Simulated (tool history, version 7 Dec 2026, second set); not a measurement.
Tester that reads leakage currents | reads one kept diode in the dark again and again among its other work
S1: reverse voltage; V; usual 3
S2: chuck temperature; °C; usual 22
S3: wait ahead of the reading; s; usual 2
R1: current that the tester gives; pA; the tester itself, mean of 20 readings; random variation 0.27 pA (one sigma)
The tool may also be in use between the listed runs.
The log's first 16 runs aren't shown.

run 17 hour=1773.5 | S1=3 S2=22 S3=2 | R1=82.47
run 18 hour=1853.4 | S1=10.14 S2=22 S3=2 | R1=160.45
run 19 hour=1984 | S1=3 S2=22 S3=2 | R1=81.73
run 20 hour=2079.6 | S1=2.88 S2=22 S3=2 | R1=79.63
run 21 hour=2152.8 | S1=2.75 S2=29 S3=2 | R1=130.3
run 22 hour=2291.3 | S1=11.86 S2=29 S3=2 | R1=289.13
run 23 hour=2357.2 | S1=11.86 S2=29 S3=2 | R1=286.64
-- hour=2367.4 tester calibrated
run 24 hour=2423.2 | S1=2.55 S2=22 S3=1.49 | R1=73.27
run 25 hour=2503.4 | S1=2.55 S2=22 S3=1.49 | R1=73.54
run 26 hour=2641.6 | S1=3 S2=49 S3=3.42 | R1=520
run 27 hour=2796 | S1=3 S2=49 S3=2.26 | R1=517.76
run 28 hour=2899 | S1=3 S2=30 S3=1.25 | R1=142.51
run 29 hour=3035.4 | S1=1.04 S2=22 S3=2 | R1=44.1
-- hour=3090.8 chuck's temperature calibrated
run 30 hour=3163.9 | S1=1.17 S2=22 S3=2 | R1=51.6
-- hour=3194.9 tester calibrated, once more
run 31 hour=3311.1 | S1=1.88 S2=22 S3=0.4 | R1=68.93
run 32 hour=3463.3 | S1=4.57 S2=56 S3=0.46 | R1=1107.03
run 33 hour=3581.6 | S1=3 S2=20 S3=6.72 | R1=75.33
run 34 hour=3671.4 | S1=2.55 S2=22 S3=0.44 | R1=80.52
run 35 hour=3782.7 | S1=4.3 S2=26 S3=0.44 | R1=144.22
run 36 hour=3908.4 | S1=4.3 S2=26 S3=0.44 | R1=143.78
run 37 hour=4030 | S1=4.11 S2=36 S3=9.53 | R1=280.78
run 38 hour=4145 | S1=4.11 S2=29 S3=6.29 | R1=171.28
run 39 hour=4279.6 | S1=1.19 S2=25 S3=1.12 | R1=64.4
run 40 hour=4417.2 | S1=16.86 S2=34 S3=0.61 | R1=529.2

3 ways to go on from here, each from the tool as it stands after run 40. What would each give?
run A hour=4533 | S1=14.45 S2=48 S3=2 | R1=?
run B hour=4533 | S1=3.24 S2=32 S3=2.05 | R1=?
run C hour=4533 | S1=2.18 S2=28 S3=2 | R1=?

run=A R1=1220.85
run=B R1=185.91
run=C R1=111.27
Without the tool's hidden state the same runs would have given:
run=A R1=1270.25
run=B R1=193.79
run=C R1=116.02
